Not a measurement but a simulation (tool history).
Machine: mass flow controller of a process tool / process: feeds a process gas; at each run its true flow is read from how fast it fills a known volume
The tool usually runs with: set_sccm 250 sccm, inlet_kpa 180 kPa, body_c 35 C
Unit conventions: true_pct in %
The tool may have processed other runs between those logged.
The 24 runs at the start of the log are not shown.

| run | hour | set_sccm | inlet_kpa | body_c | true_pct |
|---|---|---|---|---|---|
| 25 | 1325.9 | 250 | 156 | 34 | 102.28 |
| 26 | 1366.5 | 250 | 268 | 38 | 103.45 |
| 27 | 1403.1 | 250 | 145 | 23 | 101.02 |
| 28 | 1460.4 | 250 | 145 | 23 | 101.18 |
| 29 | 1512.0 | 119 | 180 | 35 | 102.53 |
| 30 | 1590.2 | 51 | 198 | 29 | 101.84 |
|  | 1642.1 | gauge calibrated |
| 31 | 1668.4 | 250 | 142 | 35 | 100.23 |
| 32 | 1742.8 | 250 | 215 | 34 | 100.78 |
| 33 | 1798.6 | 250 | 215 | 34 | 100.70 |
| 34 | 1849.8 | 212 | 215 | 26 | 99.77 |
| 35 | 1913.8 | 108 | 175 | 37 | 100.70 |
| 36 | 1968.3 | 78 | 180 | 35 | 100.60 |
| 37 | 2046.4 | 78 | 180 | 35 | 100.59 |
| 38 | 2097.5 | 283 | 256 | 40 | 102.31 |
| 39 | 2150.9 | 365 | 217 | 28 | 100.92 |
| 40 | 2200.5 | 263 | 180 | 29 | 100.76 |
| 41 | 2237.8 | 152 | 163 | 27 | 100.18 |
| 42 | 2318.8 | 152 | 163 | 27 | 100.14 |
| 43 | 2357.3 | 152 | 163 | 29 | 100.49 |
| 44 | 2399.1 | 250 | 189 | 20 | 99.94 |
| 45 | 2457.2 | 131 | 202 | 35 | 101.60 |
| 46 | 2538.4 | 90 | 269 | 35 | 102.17 |
| 47 | 2590.8 | 250 | 222 | 35 | 102.04 |
| 48 | 2667.9 | 250 | 222 | 35 | 102.32 |

Each row is a separate what-if for the run after 48, all from the same tool condition, not one after another. Results?
| A | 2734.3 | 169 | 180 | 34 | ? |
| B | 2734.3 | 250 | 150 | 39 | ? |
| C | 2734.3 | 250 | 189 | 35 | ? |

| run | true_pct |
|---|---|
| A | 101.82 |
| B | 102.39 |
| C | 102.23 |
Take away the tool's hidden state, keep each run's random variation, and the runs would have read:
| run | true_pct |
|---|---|
| A | 100.08 |
| B | 100.64 |
| C | 100.48 |
